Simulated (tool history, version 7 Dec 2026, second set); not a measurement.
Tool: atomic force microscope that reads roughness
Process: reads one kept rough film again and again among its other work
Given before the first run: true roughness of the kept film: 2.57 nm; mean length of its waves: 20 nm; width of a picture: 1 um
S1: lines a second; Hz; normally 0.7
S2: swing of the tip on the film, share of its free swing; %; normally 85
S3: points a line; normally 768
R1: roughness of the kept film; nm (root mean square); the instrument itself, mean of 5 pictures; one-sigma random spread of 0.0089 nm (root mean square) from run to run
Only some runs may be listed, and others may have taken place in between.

| run | hour | S1 | S2 | S3 | R1 |
|---|---|---|---|---|---|
| 1 | 0 | 0.7 | 85 | 768 | 1.944 |
| 2 | 14.3 | 0.7 | 85 | 768 | 1.93 |
| 3 | 38.7 | 0.7 | 85 | 768 | 1.863 |
| 4 | 57.2 | 0.7 | 85 | 768 | 1.857 |
| 5 | 74.3 | 0.7 | 85 | 768 | 1.813 |
| 6 | 88.3 | 1.407 | 85 | 768 | 1.72 |
| 7 | 113.2 | 0.7 | 56 | 768 | 1.784 |
| 8 | 136.2 | 0.582 | 56 | 768 | 1.726 |
| 9 | 160.2 | 0.582 | 56 | 768 | 1.687 |
|  | 162.6 | new tip fitted |
| 10 | 175 | 0.582 | 56 | 768 | 1.979 |
| 11 | 204.8 | 1.983 | 85 | 768 | 1.794 |
| 12 | 225.1 | 0.7 | 85 | 768 | 1.834 |
| 13 | 245.7 | 0.7 | 85 | 768 | 1.81 |
| 14 | 261.3 | 0.7 | 85 | 393 | 1.754 |
| 15 | 283.8 | 0.7 | 85 | 393 | 1.709 |
| 16 | 308.9 | 0.7 | 85 | 393 | 1.679 |
| 17 | 335.2 | 2.857 | 85 | 393 | 1.488 |
|  | 338 | new tip fitted |
| 18 | 359.7 | 0.7 | 84 | 768 | 1.929 |
| 19 | 381.7 | 0.7 | 84 | 768 | 1.889 |
| 20 | 408.1 | 0.7 | 85 | 768 | 1.828 |
| 21 | 439.3 | 0.7 | 85 | 768 | 1.758 |
| 22 | 456.5 | 0.7 | 85 | 768 | 1.721 |
| 23 | 471.3 | 0.7 | 85 | 768 | 1.716 |
| 24 | 500.4 | 0.7 | 85 | 768 | 1.64 |
|  | 513.1 | new tip fitted |
| 25 | 529.5 | 0.7 | 85 | 768 | 1.961 |
|  | 532.4 | height scale calibrated on a step standard |
| 26 | 551.2 | 0.7 | 85 | 768 | 1.92 |
| 27 | 573.2 | 0.7 | 85 | 768 | 1.86 |
| 28 | 592.1 | 0.7 | 70 | 535 | 1.85 |
|  | 599 | height scale calibrated on a step standard, once more |
| 29 | 620.3 | 3.062 | 60 | 810 | 1.728 |

For run 30, what comes out?
| 30 | 639.4 | 1.991 | 74 | 768 | ? |

R1: 1.671 nm (root mean square)
Without the tool's hidden state the same run would have given R1 1.945 nm (root mean square).

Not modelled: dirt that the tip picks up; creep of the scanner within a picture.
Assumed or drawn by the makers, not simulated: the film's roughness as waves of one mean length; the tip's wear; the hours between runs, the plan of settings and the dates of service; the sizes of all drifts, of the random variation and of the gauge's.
